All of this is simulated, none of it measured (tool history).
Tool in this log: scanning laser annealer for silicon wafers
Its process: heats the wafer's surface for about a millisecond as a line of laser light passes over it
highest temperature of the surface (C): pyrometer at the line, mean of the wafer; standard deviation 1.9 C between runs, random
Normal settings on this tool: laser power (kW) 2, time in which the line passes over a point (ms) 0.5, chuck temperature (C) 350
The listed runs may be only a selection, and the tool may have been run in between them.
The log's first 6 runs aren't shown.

run   hour  laser power (kW)  time in which the line passes over a point (ms)  chuck temperature (C)  hours of work since the window was cleaned  hours of work since the power meter was calibrated  hours of work since the optics were aligned  highest temperature of the surface (C)
  7   65.4             1.712                                              0.5                    350                                         597                                                 337                                         1178                                    1016
  8   78.3             1.712                                              0.5                    350                                         605                                                 344                                         1185                                    1015
  9   86.3             1.712                                              0.5                    350                                         609                                                 348                                         1190                                    1016
 10   96.6             1.712                                              0.5                    350                                         615                                                 354                                         1196                                    1016
 11    111             1.712                                              0.5                    350                                         623                                                 362                                         1204                                    1014
 12  117.8              1.85                                              0.5                    350                                         627                                                 366                                         1208                                    1081
 13  128.8              1.85                                              0.5                    350                                         633                                                 372                                         1214                                    1080
 14  142.7              1.85                                              0.5                    350                                         641                                                 380                                         1222                                    1082
 15  151.6              1.85                                              0.5                    350                                         646                                                 385                                         1227                                    1082
 16  159.7                 2                                            0.399                    350                                         651                                                 390                                         1231                                    1049
     162.4  -- window over the wafer cleaned
 17  172.8                 2                                            0.399                    350                                           6                                                 396                                         1238                                    1050
 18  185.8                 2                                              0.5                    388                                          13                                                 404                                         1245                                    1193
 19  198.8             1.774                                              0.5                    388                                          21                                                 411                                         1252                                    1081
 20  213.7             1.774                                              0.5                    388                                          29                                                 419                                         1261                                    1083
 21    226             1.982                                            0.363                    375                                          36                                                 426                                         1268                                    1034
 22  239.9             2.007                                            0.363                    385                                          44                                                 434                                         1276                                    1054
 23  252.3              1.78                                              0.5                    357                                          51                                                 441                                         1283                                    1056
 24  260.2             2.024                                            0.369                    357                                          55                                                 446                                         1287                                    1037
 25  275.2             1.864                                            0.369                    337                                          64                                                 454                                         1296                                     955
 26  288.8             1.741                                            0.389                    361                                          72                                                 462                                         1303                                     948
 27  298.4             2.024                                            0.389                    343                                          77                                                 467                                         1309                                    1044
 28  305.4             2.024                                            0.389                    343                                          81                                                 471                                         1313                                    1046

What does the tool deliver on the next run?
 29  312.6             2.024                                            0.389                    343                                          85                                                 475                                         1317                                       ?

{"run 29": {"highest temperature of the surface (C)": 1046}}
If the tool had no hidden condition, the same run with the same run-to-run variation would have returned highest temperature of the surface (C) 1046.
